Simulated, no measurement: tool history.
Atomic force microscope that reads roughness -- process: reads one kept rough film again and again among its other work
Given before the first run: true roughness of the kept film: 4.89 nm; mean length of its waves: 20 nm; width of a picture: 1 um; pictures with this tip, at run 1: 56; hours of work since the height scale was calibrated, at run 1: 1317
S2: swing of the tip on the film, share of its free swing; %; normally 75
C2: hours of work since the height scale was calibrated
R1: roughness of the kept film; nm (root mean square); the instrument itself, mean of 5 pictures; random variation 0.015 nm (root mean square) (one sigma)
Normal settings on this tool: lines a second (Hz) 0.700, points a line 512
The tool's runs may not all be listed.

run 1 hour=0.0 | lines_a_second_(Hz)=0.700 S2=75 points_a_line=512 | pictures_with_this_tip=56 C2=1317 | R1=2.898
-- hour=41.3 new tip fitted
run 2 hour=65.5 | lines_a_second_(Hz)=0.700 S2=75 points_a_line=512 | pictures_with_this_tip=32 C2=1350 | R1=3.310
run 3 hour=94.8 | lines_a_second_(Hz)=0.700 S2=75 points_a_line=512 | pictures_with_this_tip=70 C2=1365 | R1=2.818
-- hour=129.7 new tip fitted
run 4 hour=149.9 | lines_a_second_(Hz)=1.548 S2=75 points_a_line=512 | pictures_with_this_tip=26 C2=1392 | R1=3.166
run 5 hour=190.3 | lines_a_second_(Hz)=1.548 S2=75 points_a_line=902 | pictures_with_this_tip=79 C2=1413 | R1=2.634
-- hour=214.3 new tip fitted
run 6 hour=222.6 | lines_a_second_(Hz)=0.700 S2=75 points_a_line=512 | pictures_with_this_tip=11 C2=1429 | R1=3.596
run 7 hour=254.3 | lines_a_second_(Hz)=0.700 S2=75 points_a_line=512 | pictures_with_this_tip=53 C2=1445 | R1=2.964
run 8 hour=289.5 | lines_a_second_(Hz)=0.700 S2=75 points_a_line=512 | pictures_with_this_tip=99 C2=1463 | R1=2.511
-- hour=299.3 new tip fitted
run 9 hour=329.8 | lines_a_second_(Hz)=0.700 S2=75 points_a_line=512 | pictures_with_this_tip=40 C2=1483 | R1=3.163
run 10 hour=366.4 | lines_a_second_(Hz)=0.700 S2=73 points_a_line=512 | pictures_with_this_tip=88 C2=1502 | R1=2.664
-- hour=387.3 new tip fitted
run 11 hour=398.7 | lines_a_second_(Hz)=0.700 S2=75 points_a_line=512 | pictures_with_this_tip=15 C2=1518 | R1=3.469
run 12 hour=441.1 | lines_a_second_(Hz)=0.700 S2=75 points_a_line=512 | pictures_with_this_tip=71 C2=1540 | R1=2.718
-- hour=475.2 new tip fitted
run 13 hour=508.6 | lines_a_second_(Hz)=0.700 S2=79 points_a_line=512 | pictures_with_this_tip=44 C2=1574 | R1=3.110
run 14 hour=558.0 | lines_a_second_(Hz)=2.821 S2=79 points_a_line=512 | pictures_with_this_tip=109 C2=1599 | R1=2.147
-- hour=563.8 new tip fitted
run 15 hour=602.9 | lines_a_second_(Hz)=2.821 S2=79 points_a_line=512 | pictures_with_this_tip=52 C2=1622 | R1=2.600
-- hour=649.2 new tip fitted
run 16 hour=661.3 | lines_a_second_(Hz)=0.700 S2=75 points_a_line=512 | pictures_with_this_tip=16 C2=1651 | R1=3.540
run 17 hour=712.6 | lines_a_second_(Hz)=0.700 S2=75 points_a_line=512 | pictures_with_this_tip=84 C2=1677 | R1=2.611
-- hour=733.5 new tip fitted
run 18 hour=745.9 | lines_a_second_(Hz)=0.700 S2=75 points_a_line=512 | pictures_with_this_tip=16 C2=1694 | R1=3.512
run 19 hour=807.8 | lines_a_second_(Hz)=0.700 S2=75 points_a_line=512 | pictures_with_this_tip=97 C2=1726 | R1=2.624
-- hour=820.0 new tip fitted
run 20 hour=840.2 | lines_a_second_(Hz)=0.700 S2=75 points_a_line=512 | pictures_with_this_tip=26 C2=1742 | R1=3.362
run 21 hour=890.4 | lines_a_second_(Hz)=0.700 S2=60 points_a_line=512 | pictures_with_this_tip=93 C2=1767 | R1=2.598
-- hour=904.8 new tip fitted
run 22 hour=921.3 | lines_a_second_(Hz)=0.700 S2=60 points_a_line=512 | pictures_with_this_tip=22 C2=1783 | R1=3.509
run 23 hour=971.8 | lines_a_second_(Hz)=0.714 S2=71 points_a_line=512 | pictures_with_this_tip=88 C2=1809 | R1=2.629
-- hour=989.2 new tip fitted
run 24 hour=1030.2 | lines_a_second_(Hz)=0.714 S2=71 points_a_line=512 | pictures_with_this_tip=54 C2=1838 | R1=3.018
-- hour=1077.4 new tip fitted
run 25 hour=1099.6 | lines_a_second_(Hz)=0.714 S2=71 points_a_line=512 | pictures_with_this_tip=29 C2=1873 | R1=3.372
run 26 hour=1138.5 | lines_a_second_(Hz)=0.714 S2=71 points_a_line=512 | pictures_with_this_tip=81 C2=1893 | R1=2.760
-- hour=1164.1 new tip fitted
run 27 hour=1192.5 | lines_a_second_(Hz)=0.714 S2=71 points_a_line=512 | pictures_with_this_tip=37 C2=1920 | R1=3.201
run 28 hour=1244.8 | lines_a_second_(Hz)=0.911 S2=65 points_a_line=946 | pictures_with_this_tip=106 C2=1947 | R1=2.546
-- hour=1250.3 new tip fitted
-- hour=1256.2 height scale calibrated on a step standard
run 29 hour=1298.8 | lines_a_second_(Hz)=0.911 S2=65 points_a_line=946 | pictures_with_this_tip=62 C2=22 | R1=2.873
-- hour=1335.3 new tip fitted
run 30 hour=1340.9 | lines_a_second_(Hz)=0.700 S2=67 points_a_line=468 | pictures_with_this_tip=7 C2=43 | R1=3.600
run 31 hour=1387.8 | lines_a_second_(Hz)=3.116 S2=63 points_a_line=278 | pictures_with_this_tip=69 C2=67 | R1=2.496
-- hour=1420.8 new tip fitted
run 32 hour=1452.6 | lines_a_second_(Hz)=3.116 S2=63 points_a_line=278 | pictures_with_this_tip=42 C2=100 | R1=2.810
-- hour=1507.4 new tip fitted
run 33 hour=1508.0 | lines_a_second_(Hz)=3.989 S2=75 points_a_line=596 | pictures_with_this_tip=1 C2=127 | R1=3.066
run 34 hour=1552.3 | lines_a_second_(Hz)=2.648 S2=73 points_a_line=292 | pictures_with_this_tip=59 C2=150 | R1=2.604
run 35 hour=1589.1 | lines_a_second_(Hz)=1.966 S2=75 points_a_line=512 | pictures_with_this_tip=108 C2=169 | R1=2.276
-- hour=1595.9 new tip fitted
run 36 hour=1659.3 | lines_a_second_(Hz)=1.966 S2=59 points_a_line=436 | pictures_with_this_tip=84 C2=204 | R1=2.619
-- hour=1683.9 new tip fitted
run 37 hour=1711.8 | lines_a_second_(Hz)=1.776 S2=83 points_a_line=436 | pictures_with_this_tip=37 C2=231 | R1=2.811
run 38 hour=1746.5 | lines_a_second_(Hz)=1.348 S2=57 points_a_line=386 | pictures_with_this_tip=83 C2=248 | R1=2.628
-- hour=1769.3 new tip fitted
run 39 hour=1811.8 | lines_a_second_(Hz)=0.920 S2=57 points_a_line=683 | pictures_with_this_tip=56 C2=281 | R1=3.073
-- hour=1855.9 new tip fitted
run 40 hour=1877.7 | lines_a_second_(Hz)=0.920 S2=57 points_a_line=683 | pictures_with_this_tip=28 C2=315 | R1=3.398
run 41 hour=1912.6 | lines_a_second_(Hz)=0.726 S2=72 points_a_line=512 | pictures_with_this_tip=74 C2=332 | R1=2.731
-- hour=1943.8 new tip fitted
run 42 hour=1958.2 | lines_a_second_(Hz)=1.729 S2=86 points_a_line=325 | pictures_with_this_tip=19 C2=355 | R1=2.931
run 43 hour=2024.8 | lines_a_second_(Hz)=1.729 S2=62 points_a_line=646 | pictures_with_this_tip=107 C2=389 | R1=2.414
-- hour=2031.8 new tip fitted
run 44 hour=2054.1 | lines_a_second_(Hz)=1.711 S2=62 points_a_line=646 | pictures_with_this_tip=30 C2=404 | R1=3.229

Hidden state at the last listed run before each entry between runs and at the first one after, where it differs:
Logged between run 1 and run 2: new tip fitted (hour 41.3)
  radius of the tip, nm: 13 -> 8.9; height scale over the true one, %: 1.84 -> 1.88
  what was measured, less what the result would be without the hidden state, R1: -0.835 -> -0.437 nm (root mean square)
Logged between run 3 and run 4: new tip fitted (hour 129.7)
  radius of the tip, nm: 14 -> 8.7; height scale over the true one, %: 1.9 -> 1.94
  what was measured, less what the result would be without the hidden state, R1: -0.914 -> -0.382 nm (root mean square)
Logged between run 5 and run 6: new tip fitted (hour 214.3)
  radius of the tip, nm: 15 -> 6.4; height scale over the true one, %: 1.97 -> 1.99
  what was measured, less what the result would be without the hidden state, R1: -0.949 -> -0.128 nm (root mean square)
Logged between run 8 and run 9: new tip fitted (hour 299.3)
  radius of the tip, nm: 18.5 -> 10.3; height scale over the true one, %: 2.03 -> 2.06
  what was measured, less what the result would be without the hidden state, R1: -1.246 -> -0.571 nm (root mean square)
Logged between run 10 and run 11: new tip fitted (hour 387.3)
  radius of the tip, nm: 16.3 -> 7.2; height scale over the true one, %: 2.08 -> 2.1
  what was measured, less what the result would be without the hidden state, R1: -1.095 -> -0.215 nm (root mean square)
Logged between run 12 and run 13: new tip fitted (hour 475.2)
  radius of the tip, nm: 15.5 -> 10.8; height scale over the true one, %: 2.13 -> 2.18
  what was measured, less what the result would be without the hidden state, R1: -1.024 -> -0.620 nm (root mean square)
Logged between run 14 and run 15: new tip fitted (hour 563.8)
  radius of the tip, nm: 18.7 -> 11.9; height scale over the true one, %: 2.21 -> 2.24
  what was measured, less what the result would be without the hidden state, R1: -1.070 -> -0.625 nm (root mean square)
Logged between run 15 and run 16: new tip fitted (hour 649.2)
  radius of the tip, nm: 11.9 -> 7.1; height scale over the true one, %: 2.24 -> 2.28
  what was measured, less what the result would be without the hidden state, R1: -0.625 -> -0.206 nm (root mean square)
Logged between run 17 and run 18: new tip fitted (hour 733.5)
  radius of the tip, nm: 16.8 -> 7.4; height scale over the true one, %: 2.32 -> 2.34
  what was measured, less what the result would be without the hidden state, R1: -1.117 -> -0.240 nm (root mean square)
Logged between run 19 and run 20: new tip fitted (hour 820.0)
  radius of the tip, nm: 17.1 -> 8.9; height scale over the true one, %: 2.38 -> 2.4
  what was measured, less what the result would be without the hidden state, R1: -1.147 -> -0.422 nm (root mean square)
Logged between run 21 and run 22: new tip fitted (hour 904.8)
  radius of the tip, nm: 17.9 -> 8.2; height scale over the true one, %: 2.43 -> 2.45
  what was measured, less what the result would be without the hidden state, R1: -1.206 -> -0.344 nm (root mean square)
Logged between run 23 and run 24: new tip fitted (hour 989.2)
  radius of the tip, nm: 17.3 -> 12.4; height scale over the true one, %: 2.49 -> 2.52
  what was measured, less what the result would be without the hidden state, R1: -1.161 -> -0.770 nm (root mean square)
Logged between run 24 and run 25: new tip fitted (hour 1077.4)
  radius of the tip, nm: 12.4 -> 8.8; height scale over the true one, %: 2.52 -> 2.57
  what was measured, less what the result would be without the hidden state, R1: -0.770 -> -0.402 nm (root mean square)
Logged between run 26 and run 27: new tip fitted (hour 1164.1)
  radius of the tip, nm: 15.3 -> 10.4; height scale over the true one, %: 2.59 -> 2.63
  what was measured, less what the result would be without the hidden state, R1: -1.008 -> -0.574 nm (root mean square)
Logged between run 28 and run 29: new tip fitted (hour 1250.3); height scale calibrated on a step standard (hour 1256.2)
  radius of the tip, nm: 18.9 -> 13.3; height scale over the true one, %: 2.66 -> -0.04
  what was measured, less what the result would be without the hidden state, R1: -1.269 -> -0.931 nm (root mean square)
Logged between run 29 and run 30: new tip fitted (hour 1335.3)
  radius of the tip, nm: 13.3 -> 6.3; height scale over the true one, %: -0.04 -> -0.02
  what was measured, less what the result would be without the hidden state, R1: -0.931 -> -0.178 nm (root mean square)
Logged between run 31 and run 32: new tip fitted (hour 1420.8)
  radius of the tip, nm: 14.9 -> 11.1; height scale over the true one, %: 0.01 -> 0.05
  what was measured, less what the result would be without the hidden state, R1: -0.962 -> -0.667 nm (root mean square)
Logged between run 32 and run 33: new tip fitted (hour 1507.4)
  radius of the tip, nm: 11.1 -> 5.7; height scale over the true one, %: 0.05 -> 0.09
  what was measured, less what the result would be without the hidden state, R1: -0.667 -> -0.079 nm (root mean square)
Logged between run 35 and run 36: new tip fitted (hour 1595.9)
  radius of the tip, nm: 18.6 -> 15.7; height scale over the true one, %: 0.15 -> 0.19
  what was measured, less what the result would be without the hidden state, R1: -1.194 -> -1.079 nm (root mean square)
Logged between run 36 and run 37: new tip fitted (hour 1683.9)
  radius of the tip, nm: 15.7 -> 9.8; height scale over the true one, %: 0.19 -> 0.23
  what was measured, less what the result would be without the hidden state, R1: -1.079 -> -0.522 nm (root mean square)
Logged between run 38 and run 39: new tip fitted (hour 1769.3)
  radius of the tip, nm: 16.2 -> 11.7; height scale over the true one, %: 0.25 -> 0.3
  what was measured, less what the result would be without the hidden state, R1: -1.130 -> -0.787 nm (root mean square)
Logged between run 39 and run 40: new tip fitted (hour 1855.9)
  radius of the tip, nm: 11.7 -> 8.5; height scale over the true one, %: 0.3 -> 0.34
  what was measured, less what the result would be without the hidden state, R1: -0.787 -> -0.449 nm (root mean square)
Logged between run 41 and run 42: new tip fitted (hour 1943.8)
  radius of the tip, nm: 14.9 -> 7.9; height scale over the true one, %: 0.37 -> 0.4
  what was measured, less what the result would be without the hidden state, R1: -1.038 -> -0.314 nm (root mean square)
Logged between run 43 and run 44: new tip fitted (hour 2031.8)
  radius of the tip, nm: 19.3 -> 9.1; height scale over the true one, %: 0.44 -> 0.46
  what was measured, less what the result would be without the hidden state, R1: -1.325 -> -0.495 nm (root mean square)
